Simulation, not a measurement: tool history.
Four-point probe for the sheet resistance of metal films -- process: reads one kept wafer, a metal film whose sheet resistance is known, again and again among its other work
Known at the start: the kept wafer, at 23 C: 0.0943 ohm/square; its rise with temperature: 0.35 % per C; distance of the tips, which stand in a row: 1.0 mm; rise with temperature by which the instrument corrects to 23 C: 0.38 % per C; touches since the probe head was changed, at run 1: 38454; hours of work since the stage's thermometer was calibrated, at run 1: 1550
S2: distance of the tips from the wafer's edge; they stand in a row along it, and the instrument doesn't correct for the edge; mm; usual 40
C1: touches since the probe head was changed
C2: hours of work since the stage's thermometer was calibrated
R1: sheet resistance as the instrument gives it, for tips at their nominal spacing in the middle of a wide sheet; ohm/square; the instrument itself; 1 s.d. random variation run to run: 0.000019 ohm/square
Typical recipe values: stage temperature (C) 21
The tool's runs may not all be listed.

{"run": 1, "hour": 0.0, "stage temperature (C)": 21, "S2": 40, "C1": 38454, "C2": 1550, "R1": 0.094357}
{"run": 2, "hour": 18.4, "stage temperature (C)": 21, "S2": 25, "C1": 39058, "C2": 1563, "R1": 0.094472}
{"run": 3, "hour": 38.1, "stage temperature (C)": 21, "S2": 25, "C1": 39706, "C2": 1578, "R1": 0.09446}
{"run": 4, "hour": 60.1, "stage temperature (C)": 27, "S2": 25, "C1": 40429, "C2": 1595, "R1": 0.094266}
{"run": 5, "hour": 85.0, "stage temperature (C)": 21, "S2": 16, "C1": 41247, "C2": 1613, "R1": 0.094546}
{"run": 6, "hour": 98.3, "stage temperature (C)": 21, "S2": 16, "C1": 41681, "C2": 1623, "R1": 0.094548}
{"run": 7, "hour": 112.0, "stage temperature (C)": 21, "S2": 4, "C1": 42132, "C2": 1633, "R1": 0.097446}
{"run": 8, "hour": 141.7, "stage temperature (C)": 21, "S2": 24, "C1": 43106, "C2": 1656, "R1": 0.094438}
{"run": 9, "hour": 159.1, "stage temperature (C)": 21, "S2": 24, "C1": 43679, "C2": 1669, "R1": 0.094424}
{"run": 10, "hour": 175.9, "stage temperature (C)": 21, "S2": 24, "C1": 44231, "C2": 1681, "R1": 0.094417}
{"run": 11, "hour": 204.8, "stage temperature (C)": 21, "S2": 24, "C1": 45178, "C2": 1703, "R1": 0.09447}
{"run": 12, "hour": 227.4, "stage temperature (C)": 21, "S2": 24, "C1": 45921, "C2": 1720, "R1": 0.094459}
{"run": 13, "hour": 255.5, "stage temperature (C)": 21, "S2": 24, "C1": 46845, "C2": 1741, "R1": 0.094431}
{"run": 14, "hour": 279.1, "stage temperature (C)": 27, "S2": 42, "C1": 47619, "C2": 1758, "R1": 0.094295}
{"run": 15, "hour": 302.0, "stage temperature (C)": 24, "S2": 40, "C1": 48371, "C2": 1776, "R1": 0.094321}
{"run": 16, "hour": 317.4, "stage temperature (C)": 21, "S2": 7, "C1": 48877, "C2": 1787, "R1": 0.095374}
{"run": 17, "hour": 342.7, "stage temperature (C)": 21, "S2": 4, "C1": 49706, "C2": 1806, "R1": 0.097434}
{"run": 18, "hour": 370.9, "stage temperature (C)": 21, "S2": 4, "C1": 50633, "C2": 1827, "R1": 0.097452}
{"run": 19, "hour": 399.3, "stage temperature (C)": 27, "S2": 39, "C1": 51564, "C2": 1848, "R1": 0.094226}
{"run": 20, "hour": 422.2, "stage temperature (C)": 24, "S2": 5, "C1": 52315, "C2": 1865, "R1": 0.096261}
{"run": 21, "hour": 435.5, "stage temperature (C)": 24, "S2": 5, "C1": 52754, "C2": 1875, "R1": 0.096267}
{"run": 22, "hour": 456.2, "stage temperature (C)": 35, "S2": 26, "C1": 53431, "C2": 1891, "R1": 0.094104}
{"run": 23, "hour": 477.9, "stage temperature (C)": 31, "S2": 31, "C1": 54144, "C2": 1907, "R1": 0.094175}
{"run": 24, "hour": 503.5, "stage temperature (C)": 21, "S2": 26, "C1": 54986, "C2": 1926, "R1": 0.094427}
{"run": 25, "hour": 521.9, "stage temperature (C)": 34, "S2": 6, "C1": 55591, "C2": 1940, "R1": 0.095445}

5 ways to go on from here, each from the tool as it stands after run 25. What would each give?
{"run": "A", "hour": 536.9, "stage temperature (C)": 31, "S2": 50, "C1": 56081, "C2": 1951, "R1": "?"}
{"run": "B", "hour": 536.9, "stage temperature (C)": 27, "S2": 40, "C1": 56081, "C2": 1951, "R1": "?"}
{"run": "C", "hour": 536.9, "stage temperature (C)": 21, "S2": 57, "C1": 56081, "C2": 1951, "R1": "?"}
{"run": "D", "hour": 536.9, "stage temperature (C)": 30, "S2": 8, "C1": 56081, "C2": 1951, "R1": "?"}
{"run": "E", "hour": 536.9, "stage temperature (C)": 25, "S2": 52, "C1": 56081, "C2": 1951, "R1": "?"}

run=A R1=0.094147
run=B R1=0.094277
run=C R1=0.094349
run=D R1=0.094969
run=E R1=0.094232
Without the tool's hidden state the same runs would have given:
run=A R1=0.094143
run=B R1=0.094273
run=C R1=0.094345
run=D R1=0.094965
run=E R1=0.094228
